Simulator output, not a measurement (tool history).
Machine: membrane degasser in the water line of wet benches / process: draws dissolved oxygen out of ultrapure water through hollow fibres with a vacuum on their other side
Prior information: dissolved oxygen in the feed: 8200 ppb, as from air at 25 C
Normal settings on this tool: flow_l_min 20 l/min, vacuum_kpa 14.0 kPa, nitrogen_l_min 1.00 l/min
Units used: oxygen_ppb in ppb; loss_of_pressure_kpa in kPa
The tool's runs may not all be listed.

run    hour  flow_l_min  vacuum_kpa  nitrogen_l_min  oxygen_ppb  loss_of_pressure_kpa
  1     0.0          20        14.0            1.00       501.7                 25.01
  2   180.8          17        14.0            1.00       430.7                 21.44
  3   376.9          17        14.0            1.00       433.6                 21.59
      578.1  -- vacuum gauge calibrated
  4   596.7          17        14.0            1.00       432.2                 21.60
  5   843.3          20        14.0            1.00       499.4                 25.39
  6  1068.6          25        14.0            1.00       610.4                 31.61
  7  1310.6          25        14.0            1.00       618.2                 31.93
  8  1440.1          20        14.0            1.00       507.5                 25.19
  9  1618.5          13         9.4            0.65       294.8                 16.52
 10  1766.5          12        25.3            1.46       439.1                 15.46
 11  1906.8          17        25.3            0.43      1531.6                 21.59
 12  2050.6          18        12.0            1.67       257.3                 22.64
 13  2264.8          18        13.7            1.67       300.6                 23.02
 14  2462.0          18        20.2            2.43       335.1                 22.76
 15  2568.6          18        20.2            2.43       334.6                 22.72
 16  2758.7          18        20.2            2.43       333.3                 22.90

Branching from run 16: 3 alternative next runs. What would each branch give?
  A  2976.9          17        18.3            2.59           ?                     ?
  B  2976.9          27        11.8            1.00           ?                     ?
  C  2976.9          17        27.3            2.43           ?                     ?

run  oxygen_ppb  loss_of_pressure_kpa
  A       272.6                 21.81
  B       545.5                 34.40
  C       426.9                 21.70
Had the tool no hidden state, the same runs would have come out as:
run  oxygen_ppb  loss_of_pressure_kpa
  A       265.8                 21.78
  B       532.0                 34.36
  C       416.4                 21.67
